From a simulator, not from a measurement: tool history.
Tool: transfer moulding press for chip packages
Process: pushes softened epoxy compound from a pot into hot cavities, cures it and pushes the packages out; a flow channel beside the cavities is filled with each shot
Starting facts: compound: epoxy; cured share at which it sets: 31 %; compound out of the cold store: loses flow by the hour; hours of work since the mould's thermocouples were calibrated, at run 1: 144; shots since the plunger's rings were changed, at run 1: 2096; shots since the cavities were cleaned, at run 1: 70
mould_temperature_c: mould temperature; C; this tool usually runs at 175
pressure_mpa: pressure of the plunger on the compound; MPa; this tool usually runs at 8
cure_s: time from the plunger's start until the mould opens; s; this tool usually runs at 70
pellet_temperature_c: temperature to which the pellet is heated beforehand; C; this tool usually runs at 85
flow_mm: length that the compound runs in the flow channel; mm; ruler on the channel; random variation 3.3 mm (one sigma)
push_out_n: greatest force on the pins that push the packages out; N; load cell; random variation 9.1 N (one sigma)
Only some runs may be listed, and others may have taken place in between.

run   hour  mould_temperature_c  pressure_mpa  cure_s  pellet_temperature_c  hours of work since the mould's thermocouples were calibrated  shots since the plunger's rings were changed  shots since the cavities were cleaned  incoming compound's hours out of the cold store  flow_mm  push_out_n
  1      0                  175             8      70                    85                                                            144                                          2096                                     70                                             15.7      909         471
  2    9.2                  175             8      70                    85                                                            149                                          2220                                    194                                             35.3      824         532
  3   17.2                  175             8      63                    85                                                            153                                          2327                                    301                                             31.6      835         734
  4     28                  175             8      70                    85                                                            158                                          2473                                    447                                             12.4      925         691
  5   33.3                  175             8      54                    85                                                            161                                          2544                                    518                                             27.9      856        1328
  6   44.3                  175             8      70                    85                                                            167                                          2692                                    666                                             36.3      813         719
      50.3  -- cavities cleaned with cleaning compound and waxed
  7   50.3                  175             8      70                    81                                                            169                                          2753                                      0                                              9.6      933         467
  8   56.4                  175             8      70                    81                                                            172                                          2835                                     82                                             23.6      865         482
  9   64.5                  175             8      72                    85                                                            177                                          2943                                    190                                             46.7      767         516
 10   72.3                  175             8      72                    85                                                            181                                          3049                                    296                                             44.3      775         555
 11   82.9                  175          9.99      70                    85                                                            186                                          3191                                    438                                             43.3      863         635
 12   91.1                  175          6.27      71                    88                                                            190                                          3302                                    549                                             33.2      726         714
 13  101.2                  182             8      83                    85                                                            196                                          3438                                    685                                             16.2      883         589
     105.6  -- cavities cleaned with cleaning compound and waxed
 14  112.5                  172             8      70                    85                                                            201                                          3570                                     93                                               11      934         623
 15  123.4                  172             8      70                    85                                                            206                                          3716                                    239                                             36.6      805         659
 16  130.6                  175          6.18      70                    85                                                            210                                          3813                                    336                                             39.5      698         607
 17  136.9                  173             8      70                    80                                                            213                                          3897                                    420                                             37.7      806         746

Predict each of these 4 candidate next runs independently; none follows another, all start after run 17:
  A  144.1                  176             8      70                    85                                                            217                                          3995                                    518                                             30.2        ?           ?
  B  144.1                  175          6.59      70                    82                                                            217                                          3995                                    518                                               40        ?           ?
  C  144.1                  173          6.45      70                    80                                                            217                                          3995                                    518                                             19.9        ?           ?
  D  144.1                  173             8      90                    80                                                            217                                          3995                                    518                                               41        ?           ?

run  flow_mm  push_out_n
  A      825         654
  B      715         683
  C      793         840
  D      787         558
Without the tool's unlogged condition, the same runs would have read:
run  flow_mm  push_out_n
  A      853         392
  B      740         413
  C      821         504
  D      814         336
